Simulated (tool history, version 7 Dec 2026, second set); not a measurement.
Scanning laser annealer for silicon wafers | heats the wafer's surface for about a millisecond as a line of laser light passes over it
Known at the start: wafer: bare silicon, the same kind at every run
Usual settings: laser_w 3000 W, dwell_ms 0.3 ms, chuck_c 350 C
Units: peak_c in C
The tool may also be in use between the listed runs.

{"run": 1, "hour": 0.0, "laser_w": 3000, "dwell_ms": 0.3, "chuck_c": 350, "peak_c": 1186}
{"run": 2, "hour": 17.8, "laser_w": 3000, "dwell_ms": 0.3, "chuck_c": 350, "peak_c": 1189}
{"run": 3, "hour": 38.0, "laser_w": 3000, "dwell_ms": 0.3, "chuck_c": 350, "peak_c": 1190}
{"run": 4, "hour": 52.3, "laser_w": 2657, "dwell_ms": 0.3, "chuck_c": 350, "peak_c": 1098}
{"run": 5, "hour": 70.9, "laser_w": 2657, "dwell_ms": 0.3, "chuck_c": 350, "peak_c": 1096}
{"run": 6, "hour": 92.3, "laser_w": 3000, "dwell_ms": 0.3, "chuck_c": 350, "peak_c": 1188}
{"run": 7, "hour": 105.7, "laser_w": 3000, "dwell_ms": 0.229, "chuck_c": 350, "peak_c": 1073}
{"run": 8, "hour": 124.3, "laser_w": 3000, "dwell_ms": 0.229, "chuck_c": 350, "peak_c": 1071}
{"run": 9, "hour": 145.0, "laser_w": 3000, "dwell_ms": 0.268, "chuck_c": 350, "peak_c": 1138}
{"run": 10, "hour": 164.5, "laser_w": 3000, "dwell_ms": 0.348, "chuck_c": 350, "peak_c": 1261}
{"run": 11, "hour": 182.9, "laser_w": 3000, "dwell_ms": 0.348, "chuck_c": 350, "peak_c": 1264}
{"run": 12, "hour": 203.5, "laser_w": 3000, "dwell_ms": 0.3, "chuck_c": 324, "peak_c": 1164}
{"run": 13, "hour": 221.9, "laser_w": 3000, "dwell_ms": 0.3, "chuck_c": 324, "peak_c": 1162}
{"run": 14, "hour": 237.1, "laser_w": 3108, "dwell_ms": 0.284, "chuck_c": 350, "peak_c": 1194}
{"run": 15, "hour": 249.8, "laser_w": 3108, "dwell_ms": 0.284, "chuck_c": 350, "peak_c": 1194}
{"run": 16, "hour": 259.8, "laser_w": 2890, "dwell_ms": 0.212, "chuck_c": 358, "peak_c": 1023}
{"run": 17, "hour": 283.1, "laser_w": 2642, "dwell_ms": 0.333, "chuck_c": 350, "peak_c": 1136}
{"run": 18, "hour": 303.3, "laser_w": 2593, "dwell_ms": 0.284, "chuck_c": 352, "peak_c": 1059}
{"run": 19, "hour": 318.5, "laser_w": 2894, "dwell_ms": 0.348, "chuck_c": 385, "peak_c": 1267}
{"run": 20, "hour": 334.3, "laser_w": 3154, "dwell_ms": 0.348, "chuck_c": 384, "peak_c": 1345}
{"run": 21, "hour": 350.1, "laser_w": 2985, "dwell_ms": 0.3, "chuck_c": 384, "peak_c": 1221}
{"run": 22, "hour": 361.8, "laser_w": 2985, "dwell_ms": 0.3, "chuck_c": 384, "peak_c": 1218}
{"run": 23, "hour": 384.7, "laser_w": 2993, "dwell_ms": 0.321, "chuck_c": 366, "peak_c": 1237}
{"run": 24, "hour": 395.8, "laser_w": 2993, "dwell_ms": 0.321, "chuck_c": 366, "peak_c": 1237}

Forecast each of these 4 alternatives for the next run:
{"run": "A", "hour": 411.6, "laser_w": 2922, "dwell_ms": 0.321, "chuck_c": 327, "peak_c": "?"}
{"run": "B", "hour": 411.6, "laser_w": 2623, "dwell_ms": 0.21, "chuck_c": 366, "peak_c": "?"}
{"run": "C", "hour": 411.6, "laser_w": 3000, "dwell_ms": 0.3, "chuck_c": 382, "peak_c": "?"}
{"run": "D", "hour": 411.6, "laser_w": 2993, "dwell_ms": 0.321, "chuck_c": 334, "peak_c": "?"}

run=A peak_c=1180
run=B peak_c=969
run=C peak_c=1221
run=D peak_c=1203
Without the tool's hidden state the same runs would have given:
run=A peak_c=1181
run=B peak_c=970
run=C peak_c=1222
run=D peak_c=1204
